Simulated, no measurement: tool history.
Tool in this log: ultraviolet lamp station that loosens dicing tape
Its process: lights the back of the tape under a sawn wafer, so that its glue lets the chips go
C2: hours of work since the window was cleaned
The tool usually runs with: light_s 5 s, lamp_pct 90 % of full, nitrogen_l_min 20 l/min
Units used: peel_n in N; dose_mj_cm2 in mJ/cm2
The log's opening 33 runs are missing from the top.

{"run": 34, "day": 18.4, "light_s": 9, "lamp_pct": 79, "nitrogen_l_min": 13, "hours of work of the lamp": 873, "C2": 97, "peel_n": 0.275, "dose_mj_cm2": 618}
{"run": 35, "day": 19.158, "light_s": 9, "lamp_pct": 79, "nitrogen_l_min": 13, "hours of work of the lamp": 887, "C2": 111, "peel_n": 0.282, "dose_mj_cm2": 609}
{"run": 36, "day": 19.588, "light_s": 5, "lamp_pct": 70, "nitrogen_l_min": 15, "hours of work of the lamp": 895, "C2": 119, "peel_n": 0.753, "dose_mj_cm2": 302}
{"run": 37, "day": 20.275, "light_s": 4, "lamp_pct": 90, "nitrogen_l_min": 20, "hours of work of the lamp": 908, "C2": 132, "peel_n": 0.607, "dose_mj_cm2": 312}
{"run": 38, "day": 20.638, "light_s": 4, "lamp_pct": 90, "nitrogen_l_min": 20, "hours of work of the lamp": 915, "C2": 139, "peel_n": 0.63, "dose_mj_cm2": 307}
{"run": 39, "day": 21.342, "light_s": 2, "lamp_pct": 90, "nitrogen_l_min": 11, "hours of work of the lamp": 928, "C2": 152, "peel_n": 1.905, "dose_mj_cm2": 152}
{"run": 40, "day": 21.842, "light_s": 2, "lamp_pct": 90, "nitrogen_l_min": 11, "hours of work of the lamp": 937, "C2": 161, "peel_n": 1.876, "dose_mj_cm2": 152}
{"run": 41, "day": 22.438, "light_s": 5, "lamp_pct": 90, "nitrogen_l_min": 18, "hours of work of the lamp": 948, "C2": 172, "peel_n": 0.48, "dose_mj_cm2": 376}
{"run": 42, "day": 23.138, "light_s": 8, "lamp_pct": 80, "nitrogen_l_min": 15, "hours of work of the lamp": 962, "C2": 186, "peel_n": 0.302, "dose_mj_cm2": 533}
{"run": 43, "day": 23.733, "light_s": 8, "lamp_pct": 80, "nitrogen_l_min": 15, "hours of work of the lamp": 973, "C2": 197, "peel_n": 0.32, "dose_mj_cm2": 530}
{"run": 44, "day": 24.088, "light_s": 8, "lamp_pct": 80, "nitrogen_l_min": 15, "hours of work of the lamp": 979, "C2": 203, "peel_n": 0.34, "dose_mj_cm2": 526}

Each row is a separate what-if for the run after 44, all from the same tool condition, not one after another. Results?
{"run": "A", "day": 24.492, "light_s": 3, "lamp_pct": 62, "nitrogen_l_min": 12, "hours of work of the lamp": 987, "C2": 211, "peel_n": "?", "dose_mj_cm2": "?"}
{"run": "B", "day": 24.492, "light_s": 8, "lamp_pct": 80, "nitrogen_l_min": 17, "hours of work of the lamp": 987, "C2": 211, "peel_n": "?", "dose_mj_cm2": "?"}
{"run": "C", "day": 24.492, "light_s": 5, "lamp_pct": 72, "nitrogen_l_min": 19, "hours of work of the lamp": 987, "C2": 211, "peel_n": "?", "dose_mj_cm2": "?"}

run=A peel_n=1.828 dose_mj_cm2=149
run=B peel_n=0.304 dose_mj_cm2=532
run=C peel_n=0.664 dose_mj_cm2=300
Take away the tool's hidden state, keep each run's random variation, and the runs would have read:
run=A peel_n=1.463 dose_mj_cm2=188
run=B peel_n=0.249 dose_mj_cm2=668
run=C peel_n=0.465 dose_mj_cm2=376
